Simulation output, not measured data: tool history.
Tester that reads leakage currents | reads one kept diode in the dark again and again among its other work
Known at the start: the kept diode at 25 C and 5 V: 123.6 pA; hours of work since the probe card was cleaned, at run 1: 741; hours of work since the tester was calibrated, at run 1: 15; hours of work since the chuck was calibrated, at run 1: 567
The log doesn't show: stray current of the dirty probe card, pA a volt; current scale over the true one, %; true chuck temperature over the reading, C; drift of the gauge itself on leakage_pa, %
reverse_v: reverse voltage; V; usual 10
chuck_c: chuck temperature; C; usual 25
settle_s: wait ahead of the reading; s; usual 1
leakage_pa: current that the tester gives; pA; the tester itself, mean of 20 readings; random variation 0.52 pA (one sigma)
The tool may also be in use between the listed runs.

| run | day | reverse_v | chuck_c | settle_s | hours of work since the probe card was cleaned | hours of work since the tester was calibrated | hours of work since the chuck was calibrated | leakage_pa |
|---|---|---|---|---|---|---|---|---|
| 1 | 0 | 10 | 25 | 1 | 741 | 15 | 567 | 173.59 |
| 2 | 1.233 | 10 | 25 | 1 | 753 | 28 | 579 | 173.24 |
| 3 | 2.175 | 10 | 25 | 1 | 762 | 37 | 588 | 173.88 |
| 4 | 4.271 | 10 | 25 | 6.93 | 783 | 58 | 609 | 171.47 |
| 5 | 6.342 | 10 | 25 | 1 | 804 | 78 | 630 | 173.33 |
| 6 | 8.408 | 10 | 25 | 1 | 824 | 99 | 650 | 173.23 |
| 7 | 9.942 | 2.9 | 25 | 1 | 839 | 114 | 665 | 96.29 |
| 8 | 11.65 | 10 | 26 | 1 | 856 | 131 | 682 | 190.43 |
| 9 | 13.033 | 10 | 26 | 1 | 870 | 145 | 696 | 190.1 |
| 10 | 14.804 | 10 | 32 | 1 | 888 | 162 | 713 | 322.69 |
| 11 | 15.9 | 1.5 | 25 | 1 | 898 | 173 | 724 | 70.35 |
| 12 | 17.417 | 1.5 | 25 | 1 | 913 | 188 | 739 | 70.42 |
| 13 | 18.321 | 10 | 46 | 4.89 | 922 | 197 | 748 | 1014.55 |
| 14 | 20.442 | 13 | 47 | 1.44 | 943 | 218 | 769 | 1241.01 |
| 15 | 21.562 | 10.6 | 38 | 0.43 | 955 | 229 | 780 | 550.7 |
| 16 | 22.904 | 10 | 22 | 1 | 968 | 242 | 794 | 132.46 |
| 17 | 23.838 | 18.6 | 25 | 1.16 | 977 | 252 | 803 | 231.82 |
| 18 | 25.879 | 18.6 | 25 | 1.16 | 997 | 272 | 823 | 232.77 |
| 19 | 27.204 | 2 | 30 | 1.16 | 1010 | 285 | 836 | 125.78 |
| 20 | 28.171 | 2 | 30 | 1.16 | 1020 | 295 | 846 | 125.04 |
| 21 | 29.067 | 1.2 | 27 | 2.2 | 1029 | 304 | 855 | 75.27 |
| 22 | 30.112 | 10 | 37 | 1.97 | 1039 | 314 | 865 | 488 |
| 23 | 31.9 | 15 | 22 | 0.37 | 1057 | 332 | 883 | 164.54 |
| 24 | 33.779 | 15 | 22 | 0.37 | 1076 | 350 | 902 | 164.8 |

Forecast each of these 4 alternatives for the next run:
| A | 35.354 | 5.1 | 46 | 2.18 | 1091 | 366 | 917 | ? |
| B | 35.354 | 14 | 58 | 0.37 | 1091 | 366 | 917 | ? |
| C | 35.354 | 1 | 30 | 0.55 | 1091 | 366 | 917 | ? |
| D | 35.354 | 2.2 | 56 | 0.85 | 1091 | 366 | 917 | ? |

| run | leakage_pa |
|---|---|
| A | 737.91 |
| B | 2969.48 |
| C | 90.3 |
| D | 1071.76 |
Without the tool's hidden state the same runs would have given:
| run | leakage_pa |
|---|---|
| A | 738.05 |
| B | 2970.09 |
| C | 90.31 |
| D | 1072.04 |

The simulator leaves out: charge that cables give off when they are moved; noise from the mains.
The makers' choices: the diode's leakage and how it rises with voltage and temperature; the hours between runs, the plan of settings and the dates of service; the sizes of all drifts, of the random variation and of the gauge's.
